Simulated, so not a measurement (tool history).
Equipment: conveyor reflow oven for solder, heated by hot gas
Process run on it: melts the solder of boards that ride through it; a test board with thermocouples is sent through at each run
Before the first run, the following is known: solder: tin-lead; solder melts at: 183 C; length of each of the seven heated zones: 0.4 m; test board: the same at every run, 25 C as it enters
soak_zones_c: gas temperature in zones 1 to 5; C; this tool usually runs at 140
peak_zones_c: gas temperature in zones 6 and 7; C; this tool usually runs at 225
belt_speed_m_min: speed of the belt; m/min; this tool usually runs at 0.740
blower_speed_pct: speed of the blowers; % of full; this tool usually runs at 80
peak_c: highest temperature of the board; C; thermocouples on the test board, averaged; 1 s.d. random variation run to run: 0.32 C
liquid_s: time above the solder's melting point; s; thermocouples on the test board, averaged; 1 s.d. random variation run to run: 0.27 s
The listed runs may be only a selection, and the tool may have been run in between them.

Run 1, hour 0.0: usual settings. Result: peak_c 213.4 C, liquid_s 48.5 s.
Run 2, hour 42.8: usual settings but soak_zones_c 128 C. Result: peak_c 211.5 C, liquid_s 43.7 s.
Run 3, hour 92.3: usual settings but soak_zones_c 128 C. Result: peak_c 211.0 C, liquid_s 43.3 s.
Run 4, hour 155.8: usual settings but soak_zones_c 128 C. Result: peak_c 211.2 C, liquid_s 43.4 s.
Run 5, hour 190.4: usual settings but soak_zones_c 128 C, blower_speed_pct 72 % of full. Result: peak_c 210.0 C, liquid_s 42.4 s.
Run 6, hour 219.3: usual settings. Result: peak_c 212.6 C, liquid_s 47.5 s.
Run 7, hour 258.5: usual settings. Result: peak_c 212.2 C, liquid_s 47.6 s.
Run 8, hour 307.5: usual settings. Result: peak_c 212.0 C, liquid_s 47.2 s.
Run 9, hour 350.7: usual settings. Result: peak_c 211.9 C, liquid_s 46.8 s.
Run 10, hour 392.0: usual settings. Result: peak_c 211.7 C, liquid_s 47.0 s.
Run 11, hour 452.8: usual settings. Result: peak_c 212.1 C, liquid_s 47.0 s.
At hour 476.7: thermocouples of zones 6 and 7 changed.
Run 12, hour 488.8: usual settings. Result: peak_c 212.6 C, liquid_s 47.9 s.
At hour 519.0: belt drive overhauled, speed set with a stopwatch.
Run 13, hour 545.6: usual settings but soak_zones_c 142 C. Result: peak_c 213.0 C, liquid_s 47.4 s.
Run 14, hour 599.9: usual settings but soak_zones_c 142 C. Result: peak_c 212.6 C, liquid_s 47.8 s.
Run 15, hour 649.6: usual settings but soak_zones_c 142 C. Result: peak_c 212.8 C, liquid_s 47.5 s.
Run 16, hour 698.1: usual settings but soak_zones_c 142 C. Result: peak_c 212.0 C, liquid_s 47.4 s.
At hour 740.3: flux residue cleaned out of gas plates and filters.
Run 17, hour 753.6: usual settings but soak_zones_c 142 C. Result: peak_c 214.4 C, liquid_s 49.3 s.
Run 18, hour 807.3: usual settings but soak_zones_c 127 C, peak_zones_c 232 C, blower_speed_pct 77 % of full. Result: peak_c 218.4 C, liquid_s 46.8 s.
Run 19, hour 868.7: usual settings but belt_speed_m_min 0.649 m/min, blower_speed_pct 61 % of full. Result: peak_c 214.1 C, liquid_s 55.6 s.
Run 20, hour 923.1: usual settings but belt_speed_m_min 0.649 m/min, blower_speed_pct 61 % of full. Result: peak_c 214.4 C, liquid_s 56.0 s.
Run 21, hour 961.9: usual settings but soak_zones_c 129 C, peak_zones_c 224 C, belt_speed_m_min 0.630 m/min, blower_speed_pct 59 % of full. Result: peak_c 212.3 C, liquid_s 52.3 s.
Run 22, hour 1012.8: usual settings but soak_zones_c 133 C, peak_zones_c 235 C, belt_speed_m_min 0.700 m/min, blower_speed_pct 59 % of full. Result: peak_c 220.1 C, liquid_s 51.7 s.
Run 23, hour 1070.5: usual settings but soak_zones_c 133 C, peak_zones_c 235 C, belt_speed_m_min 0.698 m/min, blower_speed_pct 51 % of full. Result: peak_c 218.4 C, liquid_s 50.8 s.
Run 24, hour 1129.2: usual settings but soak_zones_c 133 C, peak_zones_c 235 C, belt_speed_m_min 0.698 m/min, blower_speed_pct 51 % of full. Result: peak_c 217.7 C, liquid_s 51.2 s.
Run 25, hour 1173.0: usual settings but soak_zones_c 138 C, peak_zones_c 230 C, belt_speed_m_min 0.816 m/min, blower_speed_pct 53 % of full. Result: peak_c 209.3 C, liquid_s 38.4 s.
Run 26, hour 1205.5: usual settings but soak_zones_c 138 C, peak_zones_c 230 C, belt_speed_m_min 0.641 m/min, blower_speed_pct 62 % of full. Result: peak_c 217.9 C, liquid_s 58.2 s.
Run 27, hour 1268.6: usual settings but soak_zones_c 143 C, peak_zones_c 221 C, blower_speed_pct 57 % of full. Result: peak_c 206.1 C, liquid_s 42.0 s.
Run 28, hour 1308.4: usual settings but peak_zones_c 229 C, belt_speed_m_min 0.695 m/min, blower_speed_pct 77 % of full. Result: peak_c 216.7 C, liquid_s 53.8 s.
Run 29, hour 1344.9: usual settings but peak_zones_c 222 C, belt_speed_m_min 0.878 m/min, blower_speed_pct 77 % of full. Result: peak_c 203.9 C, liquid_s 32.2 s.
Run 30, hour 1405.4: usual settings but soak_zones_c 130 C, peak_zones_c 214 C. Result: peak_c 200.3 C, liquid_s 33.3 s.

Below are 4 alternative next runs, each starting from the tool's condition after run 30. Predict each:
Run A, hour 1471.5: usual settings but soak_zones_c 130 C, peak_zones_c 222 C, blower_speed_pct 52 % of full. Result: peak_c ?, liquid_s ?.
Run B, hour 1471.5: usual settings but soak_zones_c 134 C, peak_zones_c 214 C. Result: peak_c ?, liquid_s ?.
Run C, hour 1471.5: usual settings but soak_zones_c 130 C, peak_zones_c 237 C. Result: peak_c ?, liquid_s ?.
Run D, hour 1471.5: usual settings but soak_zones_c 144 C, belt_speed_m_min 0.673 m/min. Result: peak_c ?, liquid_s ?.

run  peak_c  liquid_s
  A   203.2      35.4
  B   200.1      35.1
  C   220.3      49.1
  D   213.5      55.1
What these runs would have given with no unlogged condition in the tool:
run  peak_c  liquid_s
  A   206.4      38.9
  B   203.3      39.0
  C   224.0      51.2
  D   216.6      57.3
